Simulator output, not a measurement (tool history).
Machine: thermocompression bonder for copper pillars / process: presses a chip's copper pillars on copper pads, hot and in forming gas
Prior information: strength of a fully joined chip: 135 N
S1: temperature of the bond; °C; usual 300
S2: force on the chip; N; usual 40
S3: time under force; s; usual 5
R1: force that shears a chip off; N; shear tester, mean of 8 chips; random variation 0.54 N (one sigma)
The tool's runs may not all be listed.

run 1 hour=0 | S1=300 S2=40 S3=5 | R1=46.7
run 2 hour=11.1 | S1=300 S2=40 S3=4 | R1=43.9
run 3 hour=21.7 | S1=300 S2=40 S3=4 | R1=43
run 4 hour=36.1 | S1=300 S2=40 S3=4 | R1=43.3
run 5 hour=48.2 | S1=298 S2=40 S3=5 | R1=45.2
run 6 hour=56.5 | S1=300 S2=40 S3=4 | R1=41.5
run 7 hour=71.2 | S1=300 S2=40 S3=4 | R1=41.6
run 8 hour=81.4 | S1=300 S2=40 S3=4 | R1=43.5
run 9 hour=92.6 | S1=312 S2=40 S3=5 | R1=54.2
-- hour=95.1 force cell calibrated
run 10 hour=107.6 | S1=312 S2=40 S3=5 | R1=53.8
run 11 hour=114.8 | S1=312 S2=40 S3=5 | R1=53.6
run 12 hour=121.9 | S1=312 S2=40 S3=5 | R1=53.4
run 13 hour=132.2 | S1=312 S2=40 S3=5 | R1=54.1
run 14 hour=148.3 | S1=293 S2=26 S3=5 | R1=29
run 15 hour=161.4 | S1=285 S2=36 S3=4 | R1=30.2
run 16 hour=177.3 | S1=277 S2=40 S3=5 | R1=30.4
run 17 hour=184.5 | S1=277 S2=40 S3=5 | R1=30.8
run 18 hour=191.2 | S1=271 S2=26 S3=5 | R1=20
-- hour=193.7 force cell calibrated, once more
run 19 hour=207.2 | S1=310 S2=28 S3=4 | R1=37.7

What if the next run were any one of these 4? Each begins from the tool's condition after run 19:
run A hour=220.6 | S1=315 S2=49 S3=4 | R1=?
run B hour=220.6 | S1=280 S2=27 S3=5 | R1=?
run C hour=220.6 | S1=302 S2=40 S3=11 | R1=?
run D hour=220.6 | S1=310 S2=28 S3=14 | R1=?

run=A R1=58.8
run=B R1=23.5
run=C R1=63.5
run=D R1=60.9
Stripped of hidden state, with their random variation kept, the same runs would have yielded:
run=A R1=63.4
run=B R1=25.8
run=C R1=68.5
run=D R1=65.6
